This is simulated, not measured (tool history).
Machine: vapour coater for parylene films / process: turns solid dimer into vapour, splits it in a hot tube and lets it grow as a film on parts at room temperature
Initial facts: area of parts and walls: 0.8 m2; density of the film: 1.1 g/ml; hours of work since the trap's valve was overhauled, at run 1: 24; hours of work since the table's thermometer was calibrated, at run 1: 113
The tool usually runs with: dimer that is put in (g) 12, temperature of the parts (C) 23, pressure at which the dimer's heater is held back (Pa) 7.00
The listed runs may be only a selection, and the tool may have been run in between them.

run	hour	dimer that is put in (g)	temperature of the parts (C)	pressure at which the dimer's heater is held back (Pa)	hours of work since the trap's valve was overhauled	hours of work since the table's thermometer was calibrated	thickness of the film (um)
1	0.0	12	23	7.00	24	113	7.61
2	21.9	20	23	7.00	40	129	12.73
3	42.0	12	23	2.54	56	145	8.71
4	53.8	12	23	2.54	65	154	8.71
# hour 56.0: table's thermometer calibrated
5	75.3	13	23	7.00	81	15	8.15
6	95.2	13	23	7.00	96	30	8.09
7	112.8	12	24	7.00	109	43	7.40
# hour 133.9: table's thermometer calibrated, once more
8	135.2	9	29	2.12	126	1	5.86
9	152.0	7	23	8.97	138	14	4.24
10	173.7	7	26	7.00	155	30	4.11
11	194.5	6	17	7.00	171	46	4.17

A few steps of thickness of the film (um) between consecutive runs. Split each: what settings, incoming material and random variation would produce without the hidden state, and what is left over for the hidden state, along with gauge scatter present in only one of the two compared results (measured, and without hidden state):
What the log doesn't record here: vapour lost through the trap's worn valve, %; true temperature of the parts over the reading, C; drift of the gauge itself on film_um, %.
Run 1 -> 2: dimer that is put in (g) 12 -> 20. thickness of the film (um) +5.12: hidden state -0.07, all else +5.19.
